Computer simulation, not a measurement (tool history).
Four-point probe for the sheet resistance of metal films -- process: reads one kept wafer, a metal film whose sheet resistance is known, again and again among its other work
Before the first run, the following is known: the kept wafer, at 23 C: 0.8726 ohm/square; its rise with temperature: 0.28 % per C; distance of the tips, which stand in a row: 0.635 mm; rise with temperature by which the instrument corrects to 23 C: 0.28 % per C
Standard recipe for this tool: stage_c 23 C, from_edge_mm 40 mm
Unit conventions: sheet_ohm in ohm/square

run	hour	stage_c	from_edge_mm	sheet_ohm
1	0.0	23	40	0.879252
2	24.7	27	40	0.879239
3	59.6	27	13	0.880568
4	93.0	27	13	0.880433
5	119.5	23	40	0.879242
6	147.9	23	40	0.879362
7	181.3	23	40	0.879530
8	204.3	26	49	0.879770
9	233.6	23	11	0.881026
10	266.8	24	8	0.882557
11	282.1	24	23	0.880384
12	314.9	24	6	0.884998
13	333.5	24	6	0.885182
14	360.5	33	3	0.900649

Measured result minus the same run's result without the hidden state. Both carry the same run-to-run variation, though not necessarily the same gauge scatter:
Unlogged tool condition in this case: inner tips' distance over the nominal, %; tips' flats over new ones', %; wafer's true temperature over the reading, C; drift of the gauge itself on sheet_ohm, %.
run	sheet_ohm
1	+0.006444
2	+0.006508
3	+0.006597
4	+0.006673
5	+0.006716
6	+0.006778
7	+0.006853
8	+0.006909
9	+0.006984
10	+0.007065
11	+0.007082
12	+0.007185
13	+0.007228
14	+0.007423
